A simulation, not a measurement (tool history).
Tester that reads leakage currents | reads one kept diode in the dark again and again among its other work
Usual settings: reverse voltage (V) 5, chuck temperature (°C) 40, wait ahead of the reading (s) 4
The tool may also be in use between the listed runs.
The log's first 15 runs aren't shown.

run,hour,reverse voltage (V),chuck temperature (°C),wait ahead of the reading (s),hours of work since the probe card was cleaned,hours of work since the tester was calibrated,hours of work since the chuck was calibrated,current that the tester gives (pA)
16,3015.1,5,40,4,359,2882,651,271.21
17,3216.6,5,40,4,484,3007,776,275.47
18,3426.2,5,57,4,614,3137,906,1020.53
19,3602.4,5,57,4,723,3247,1016,1027.08
20,3735,5,57,4,806,3329,1098,1036.91
# hour 3750.2: tester calibrated
21,3896.2,5,57,4,905,91,1197,1040.87
22,4042.8,5,57,4,996,182,1288,1048.15
23,4200.2,5,23,4,1093,279,1386,69.28
24,4418.4,8.97,31,8.49,1229,415,1521,190.86

Run 25 comes next. What will it give?
25,4563.3,8.97,31,8.49,1319,505,1611,?

current that the tester gives (pA): 192.95
Without the tool's hidden state the same run would have given current that the tester gives (pA) 168.25.
